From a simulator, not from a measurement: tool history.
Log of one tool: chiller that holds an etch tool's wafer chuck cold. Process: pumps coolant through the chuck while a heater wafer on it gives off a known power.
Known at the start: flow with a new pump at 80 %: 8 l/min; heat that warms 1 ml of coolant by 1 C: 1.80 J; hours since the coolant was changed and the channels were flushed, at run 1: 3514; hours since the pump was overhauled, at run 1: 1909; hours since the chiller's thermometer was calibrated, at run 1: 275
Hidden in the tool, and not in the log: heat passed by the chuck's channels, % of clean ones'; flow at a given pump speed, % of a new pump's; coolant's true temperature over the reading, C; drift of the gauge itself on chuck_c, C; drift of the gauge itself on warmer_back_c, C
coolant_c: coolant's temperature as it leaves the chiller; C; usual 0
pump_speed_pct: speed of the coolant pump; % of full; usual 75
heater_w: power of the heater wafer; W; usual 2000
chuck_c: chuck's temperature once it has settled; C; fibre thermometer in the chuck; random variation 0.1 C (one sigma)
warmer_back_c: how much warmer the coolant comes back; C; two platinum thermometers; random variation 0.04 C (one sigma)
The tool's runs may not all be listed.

run	hour	coolant_c	pump_speed_pct	heater_w	hours since the coolant was changed and the channels were flushed	hours since the pump was overhauled	hours since the chiller's thermometer was calibrated	chuck_c	warmer_back_c
1	0	0	75	2000	3514	1909	275	16.7	8.92
2	78.6	0	75	2000	3593	1987	354	16.7	8.88
3	146.2	0	64	2000	3660	2055	422	18.6	10.37
4	212.4	0	64	2000	3726	2121	488	18.5	10.4
5	299.2	0	64	2000	3813	2208	575	18.6	10.43
6	340	0	64	2000	3854	2249	615	18.4	10.39
7	403.4	0	64	2935	3917	2312	679	27.2	15.35
8	485.3	0	64	2935	3999	2394	761	27.1	15.3
9	540.6	0	64	2935	4055	2449	816	27.2	15.25
10	584.5	0	64	2935	4098	2493	860	27.3	15.27
11	657.1	0	64	2935	4171	2566	932	27.2	15.13
12	708.4	0	64	2935	4222	2617	984	27.3	15.15
# hour 727.5: coolant changed, channels flushed
13	798.7	0	64	2935	71	2702	1068	27.2	15.11
14	837.4	0	64	2935	110	2740	1107	27.1	15.23
15	886.2	0	80	2000	159	2789	1156	16	8.23
16	955.1	0	80	2000	228	2858	1225	15.9	8.25
17	1015	0	75	2000	287	2918	1284	16.6	8.74
18	1065.5	0	75	1560	338	2968	1335	13.1	6.8
19	1145	0	75	1499	417	3048	1414	12.5	6.55
20	1202.9	-2	75	2865	475	3106	1472	21.9	12.56
21	1284.5	-2	75	1300	557	3187	1554	8.9	5.64
22	1354.9	-8	90	2521	627	3258	1624	10.4	9.21
23	1411.4	-10	75	1394	684	3314	1681	1.6	6.01
24	1484.4	1	66	2000	757	3387	1754	19.2	9.98
25	1572	4	61	1168	844	3475	1841	15.2	6.21
26	1631	0	69	1529	903	3534	1900	13.5	7.19
27	1684.4	0	69	1529	957	3587	1954	13.6	7.2
28	1739.1	2	90	1066	1012	3642	2009	9.8	3.75
29	1815.6	-1	75	2053	1088	3718	2085	16.2	8.88
30	1875	-3	65	1777	1147	3778	2144	13.2	8.98
31	1934.4	-3	65	1777	1207	3837	2204	13.4	8.93
32	2010	-1	79	2000	1282	3913	2279	15.1	8.16
33	2077.6	-1	79	2000	1350	3980	2347	15.1	8.18

Forecast each of these 3 alternatives for the next run:
A	2130.6	0	75	1554	1403	4033	2400	?	?
B	2130.6	-1	79	1277	1403	4033	2400	?	?
C	2130.6	9	76	1370	1403	4033	2400	?	?

run	chuck_c	warmer_back_c
A	13.1	6.7
B	9.1	5.16
C	20.3	5.8
Without the tool's hidden state the same runs would have given:
run	chuck_c	warmer_back_c
A	13.1	6.94
B	9.1	5.4
C	20.3	6.04
